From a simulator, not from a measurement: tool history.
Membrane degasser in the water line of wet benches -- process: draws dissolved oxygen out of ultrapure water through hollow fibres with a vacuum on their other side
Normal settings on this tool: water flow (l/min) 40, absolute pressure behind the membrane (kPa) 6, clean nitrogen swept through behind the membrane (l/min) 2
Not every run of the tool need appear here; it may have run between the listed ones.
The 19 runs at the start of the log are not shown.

| run | hour | water flow (l/min) | absolute pressure behind the membrane (kPa) | clean nitrogen swept through behind the membrane (l/min) | dissolved oxygen in the water behind the degasser (ppb) | pressure that the water loses in the fibres (kPa) |
|---|---|---|---|---|---|---|
| 20 | 1821.5 | 39 | 5.42 | 1.99 | 187.6 | 61.11 |
| 21 | 1954.4 | 39 | 5.42 | 1.99 | 186.1 | 61.4 |
| 22 | 2034.6 | 43 | 6 | 1.14 | 320 | 67.3 |
| 23 | 2109.5 | 40 | 6 | 0.88 | 336.3 | 63 |
| 24 | 2221.3 | 40 | 6 | 0.88 | 337.2 | 62.53 |
| 25 | 2297.7 | 40 | 4.08 | 2 | 136.1 | 62.36 |
| 26 | 2377.5 | 40 | 4.08 | 2 | 133.9 | 62.41 |
| 27 | 2433.8 | 64 | 5.96 | 0.86 | 553.1 | 99.84 |
| 28 | 2492.4 | 64 | 13.21 | 4.52 | 521 | 99.64 |
| 29 | 2561.3 | 41 | 4.86 | 2 | 171.9 | 64.33 |
| 30 | 2636.7 | 41 | 4.86 | 2 | 177.3 | 63.95 |
|  | 2700.7 | gauge calibrated |
| 31 | 2715.6 | 33 | 3.74 | 0.94 | 104.2 | 52.88 |
| 32 | 2798.6 | 33 | 3.74 | 0.94 | 103.8 | 53.04 |
| 33 | 2928 | 33 | 3.74 | 0.94 | 102.2 | 52.5 |

Predict each of these 3 candidate next runs independently; none follows another, all start after run 33:
| A | 3009 | 24 | 11.48 | 4.31 | ? | ? |
| B | 3009 | 40 | 5.28 | 4.55 | ? | ? |
| C | 3009 | 27 | 8.86 | 1.59 | ? | ? |

| run | dissolved oxygen in the water behind the degasser (ppb) | pressure that the water loses in the fibres (kPa) |
|---|---|---|
| A | 139.4 | 38.25 |
| B | 139.1 | 63.77 |
| C | 257.7 | 43.01 |
The same runs, with their run-to-run variation unchanged, on a tool lacking any hidden condition would have given:
| run | dissolved oxygen in the water behind the degasser (ppb) | pressure that the water loses in the fibres (kPa) |
|---|---|---|
| A | 139.4 | 38.37 |
| B | 138.9 | 63.97 |
| C | 257.7 | 43.15 |

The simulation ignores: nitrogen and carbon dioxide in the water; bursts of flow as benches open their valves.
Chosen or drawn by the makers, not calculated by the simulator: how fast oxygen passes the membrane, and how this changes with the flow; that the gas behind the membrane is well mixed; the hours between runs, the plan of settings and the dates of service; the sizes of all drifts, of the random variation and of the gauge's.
